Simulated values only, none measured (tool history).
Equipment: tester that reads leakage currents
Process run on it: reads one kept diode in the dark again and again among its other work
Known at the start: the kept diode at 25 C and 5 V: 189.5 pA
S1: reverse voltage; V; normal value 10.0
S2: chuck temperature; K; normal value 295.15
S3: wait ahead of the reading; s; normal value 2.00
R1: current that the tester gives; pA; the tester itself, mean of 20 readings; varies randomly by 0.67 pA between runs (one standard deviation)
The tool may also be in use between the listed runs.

run,hour,S1,S2,S3,R1
1,0.0,10.0,295.15,2.00,222.42
2,144.3,10.0,295.15,2.00,222.25
3,365.2,10.0,295.15,2.00,222.22
# hour 501.4: tester calibrated
4,584.5,10.0,295.15,2.00,221.90
5,785.6,10.0,295.15,2.00,222.91
# hour 831.5: chuck's temperature calibrated
6,1022.0,10.0,295.15,2.00,221.51
7,1164.5,10.0,295.15,2.00,222.20
8,1308.4,10.0,295.15,2.00,222.73
# hour 1332.8: probe card cleaned and baked
9,1497.0,10.0,295.15,2.00,222.47
10,1611.4,10.0,320.15,2.00,1557.90
11,1815.6,12.2,295.15,2.00,249.06
12,1987.3,10.0,295.15,2.00,221.94
13,2108.6,10.0,297.15,2.00,262.03
14,2222.9,10.0,295.15,2.00,221.00
15,2323.6,10.0,295.15,2.00,221.84
16,2419.7,10.0,295.15,2.00,221.87
17,2548.9,10.0,295.15,2.00,222.57
18,2683.3,2.4,295.15,2.00,96.76
19,2909.0,2.4,295.15,2.00,97.07
20,3014.0,10.0,295.15,2.00,222.74
21,3218.6,10.0,295.15,0.73,225.15
22,3327.6,10.0,295.15,6.98,220.72
# hour 3405.5: chuck's temperature calibrated
23,3466.3,1.1,308.15,2.42,176.36
24,3694.8,2.8,315.15,0.47,512.96
25,3815.7,3.0,320.15,3.38,778.99
26,3959.4,5.1,314.15,8.62,676.00
# hour 4018.7: probe card cleaned and baked
27,4125.7,10.0,302.15,3.13,394.20
28,4305.1,10.0,302.15,3.13,394.07
29,4523.6,15.1,309.15,0.94,873.83
30,4706.8,10.0,302.15,5.08,391.84
31,4811.6,10.0,332.15,8.08,3569.71
# hour 4838.5: tester calibrated
32,4950.7,2.1,332.15,0.86,1453.61
33,5180.0,2.1,332.15,0.86,1444.04
34,5367.8,2.1,332.15,0.86,1455.40
35,5527.2,7.6,319.15,1.27,1231.47
36,5696.6,7.6,319.15,1.27,1232.06
37,5866.7,2.8,307.15,2.49,280.92
# hour 5972.9: chuck's temperature calibrated
38,6077.8,8.5,302.15,2.00,359.01
39,6286.2,6.5,311.15,1.33,621.50

Alternative continuations, all from the tool just after run 39; predict every row:
A,6461.2,8.4,311.15,0.96,?
B,6461.2,1.3,316.15,2.00,?
C,6461.2,10.0,295.15,2.10,?
D,6461.2,6.5,309.15,1.33,?

run,R1
A,723.78
B,357.91
C,221.65
D,532.06
Stripped of hidden state, with their random variation kept, the same runs would have yielded:
run,R1
A,723.65
B,357.94
C,221.33
D,531.94
